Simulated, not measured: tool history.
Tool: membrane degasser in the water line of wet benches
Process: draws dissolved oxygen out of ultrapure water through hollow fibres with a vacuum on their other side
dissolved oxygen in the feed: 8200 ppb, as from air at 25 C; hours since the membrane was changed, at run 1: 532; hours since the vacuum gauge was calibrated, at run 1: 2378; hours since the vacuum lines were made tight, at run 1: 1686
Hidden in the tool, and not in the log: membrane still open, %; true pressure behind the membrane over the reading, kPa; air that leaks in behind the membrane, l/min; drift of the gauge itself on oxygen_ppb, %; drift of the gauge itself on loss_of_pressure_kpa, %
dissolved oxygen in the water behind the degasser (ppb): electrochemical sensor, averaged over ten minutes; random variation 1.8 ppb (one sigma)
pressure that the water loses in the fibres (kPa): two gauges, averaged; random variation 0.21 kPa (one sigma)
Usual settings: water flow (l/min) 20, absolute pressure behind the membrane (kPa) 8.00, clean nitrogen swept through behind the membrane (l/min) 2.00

run	hour	water flow (l/min)	absolute pressure behind the membrane (kPa)	clean nitrogen swept through behind the membrane (l/min)	hours since the membrane was changed	hours since the vacuum gauge was calibrated	hours since the vacuum lines were made tight	dissolved oxygen in the water behind the degasser (ppb)	pressure that the water loses in the fibres (kPa)
1	0.0	20	8.00	2.00	532	2378	1686	184.3	47.33
2	169.4	15	8.00	2.00	701	2548	1855	128.3	35.57
3	297.7	15	8.00	1.09	829	2676	1983	197.5	35.80
4	460.9	20	8.00	2.00	993	2839	2147	184.7	47.04
5	558.2	20	8.00	2.00	1090	2936	2244	184.2	47.83
6	684.1	20	8.00	2.00	1216	3062	2370	182.4	47.37
7	839.1	20	8.00	2.00	1371	3217	2525	184.6	47.30
8	926.9	20	8.00	2.00	1459	3305	2613	182.9	47.92
9	1013.4	20	7.76	2.00	1545	3392	2699	179.4	48.02
10	1121.6	20	7.76	2.00	1653	3500	2807	182.3	47.97
11	1208.0	20	7.76	2.00	1740	3586	2894	182.0	47.70
12	1376.2	20	7.76	2.00	1908	3754	3062	180.5	47.55
13	1458.8	20	5.80	2.00	1991	3837	3145	135.7	48.03
14	1600.6	20	8.00	1.19	2132	3979	3286	250.7	47.96
15	1737.9	20	8.00	1.19	2270	4116	3424	254.9	47.64
16	1864.2	20	8.00	1.19	2396	4242	3550	259.5	48.18
17	1952.2	20	8.00	1.19	2484	4330	3638	261.3	47.73
18	2054.2	20	8.00	1.19	2586	4432	3740	261.2	47.65
19	2156.5	21	8.00	4.84	2688	4535	3842	133.4	50.31
20	2258.1	18	9.44	3.91	2790	4636	3944	133.9	43.11
# hour 2415.6: seals of the vacuum lines changed
21	2425.0	20	9.50	1.79	2955	4801	9	237.5	47.80
22	2581.2	13	7.28	1.07	3111	4957	166	156.8	30.97
23	2671.2	30	7.28	1.07	3201	5047	256	382.1	71.99
24	2752.5	25	16.10	5.91	3282	5129	337	236.0	60.18
25	2890.1	25	16.10	5.91	3420	5266	475	234.1	60.15
26	3014.4	25	7.68	1.49	3544	5390	599	276.9	60.46
27	3137.1	16	4.90	1.34	3667	5513	721	106.8	38.58
28	3297.8	16	4.90	1.34	3828	5674	882	104.4	38.52
# hour 3427.5: vacuum gauge calibrated
29	3431.1	16	16.55	1.34	3960	4	1015	404.5	38.17
30	3565.0	16	16.55	1.34	4094	138	1149	410.3	38.64
31	3656.3	16	19.84	1.99	4186	229	1240	357.4	38.18
32	3819.0	20	6.16	1.99	4348	392	1403	144.8	48.24

Some steps in dissolved oxygen in the water behind the degasser (ppb) between neighbouring runs. How much of each would the tool show without its hidden state too (settings, what came in, random variation), and how much is left for the hidden state, with any gauge scatter that isn't in both results?
Run 22 -> 23: water flow (l/min) 13 -> 30. dissolved oxygen in the water behind the degasser (ppb) +225.3: hidden state +11.6, all else +213.7.
Run 23 -> 24: water flow (l/min) 30 -> 25, absolute pressure behind the membrane (kPa) 7.28 -> 16.10, clean nitrogen swept through behind the membrane (l/min) 1.07 -> 5.91. dissolved oxygen in the water behind the degasser (ppb) -146.1: hidden state -12.5, all else -133.6.
Run 25 -> 26: absolute pressure behind the membrane (kPa) 16.10 -> 7.68, clean nitrogen swept through behind the membrane (l/min) 5.91 -> 1.49. dissolved oxygen in the water behind the degasser (ppb) +42.8: hidden state +7.4, all else +35.4.
Run 28 -> 29: absolute pressure behind the membrane (kPa) 4.90 -> 16.55, vacuum gauge calibrated. dissolved oxygen in the water behind the degasser (ppb) +300.1: hidden state -6.7, all else +306.8.
Run 31 -> 32: water flow (l/min) 16 -> 20, absolute pressure behind the membrane (kPa) 19.84 -> 6.16. dissolved oxygen in the water behind the degasser (ppb) -212.6: hidden state +1.0, all else -213.6.

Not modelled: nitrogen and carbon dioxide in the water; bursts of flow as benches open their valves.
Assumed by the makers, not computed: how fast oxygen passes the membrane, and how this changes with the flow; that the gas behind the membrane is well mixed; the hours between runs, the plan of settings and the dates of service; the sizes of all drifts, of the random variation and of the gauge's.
